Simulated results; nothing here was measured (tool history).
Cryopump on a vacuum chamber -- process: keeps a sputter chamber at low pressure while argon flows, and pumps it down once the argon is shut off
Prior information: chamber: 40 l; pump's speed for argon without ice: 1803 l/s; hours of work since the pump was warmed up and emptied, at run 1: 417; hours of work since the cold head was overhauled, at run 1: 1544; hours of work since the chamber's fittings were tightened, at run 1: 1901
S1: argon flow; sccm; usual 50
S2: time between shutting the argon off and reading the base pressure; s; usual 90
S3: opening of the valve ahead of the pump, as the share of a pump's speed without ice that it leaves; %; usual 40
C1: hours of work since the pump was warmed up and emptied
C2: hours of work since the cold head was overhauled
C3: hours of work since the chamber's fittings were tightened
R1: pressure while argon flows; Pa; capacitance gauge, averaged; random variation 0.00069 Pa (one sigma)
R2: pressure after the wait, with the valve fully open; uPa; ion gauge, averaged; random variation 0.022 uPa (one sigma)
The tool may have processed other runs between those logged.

| run | hour | S1 | S2 | S3 | C1 | C2 | C3 | R1 | R2 |
|---|---|---|---|---|---|---|---|---|---|
| 1 | 0.0 | 50 | 90 | 40 | 417 | 1544 | 1901 | 0.1222 | 1.13 |
| 2 | 42.9 | 50 | 90 | 40 | 456 | 1582 | 1939 | 0.1234 | 1.16 |
| 3 | 102.5 | 50 | 90 | 40 | 509 | 1636 | 1993 | 0.1243 | 1.23 |
| 4 | 151.1 | 50 | 90 | 16 | 553 | 1680 | 2036 | 0.2992 | 1.25 |
| 5 | 208.2 | 50 | 90 | 16 | 604 | 1731 | 2088 | 0.3003 | 1.23 |
| 6 | 267.1 | 50 | 90 | 16 | 657 | 1784 | 2141 | 0.3011 | 1.26 |
| 7 | 332.1 | 50 | 90 | 16 | 716 | 1843 | 2199 | 0.3046 | 1.35 |
| 8 | 398.6 | 20 | 90 | 40 | 776 | 1903 | 2259 | 0.0508 | 1.32 |
| 9 | 447.8 | 20 | 90 | 40 | 820 | 1947 | 2303 | 0.0512 | 1.32 |
| 10 | 502.7 | 20 | 90 | 40 | 869 | 1996 | 2353 | 0.0511 | 1.41 |

Consider 4 possible next runs. They are alternatives, not a sequence: every one starts from the tool as it was left by run 10. What does each give?
| A | 573.1 | 46 | 90 | 40 | 933 | 2060 | 2416 | ? | ? |
| B | 573.1 | 31 | 58 | 40 | 933 | 2060 | 2416 | ? | ? |
| C | 573.1 | 61 | 75 | 32 | 933 | 2060 | 2416 | ? | ? |
| D | 573.1 | 97 | 111 | 40 | 933 | 2060 | 2416 | ? | ? |

| run | R1 | R2 |
|---|---|---|
| A | 0.1195 | 1.43 |
| B | 0.0805 | 1.70 |
| C | 0.1940 | 1.54 |
| D | 0.2502 | 1.33 |
Stripped of hidden state, with their random variation kept, the same runs would have yielded:
| run | R1 | R2 |
|---|---|---|
| A | 0.1074 | 0.67 |
| B | 0.0723 | 0.95 |
| C | 0.1779 | 0.79 |
| D | 0.2247 | 0.58 |
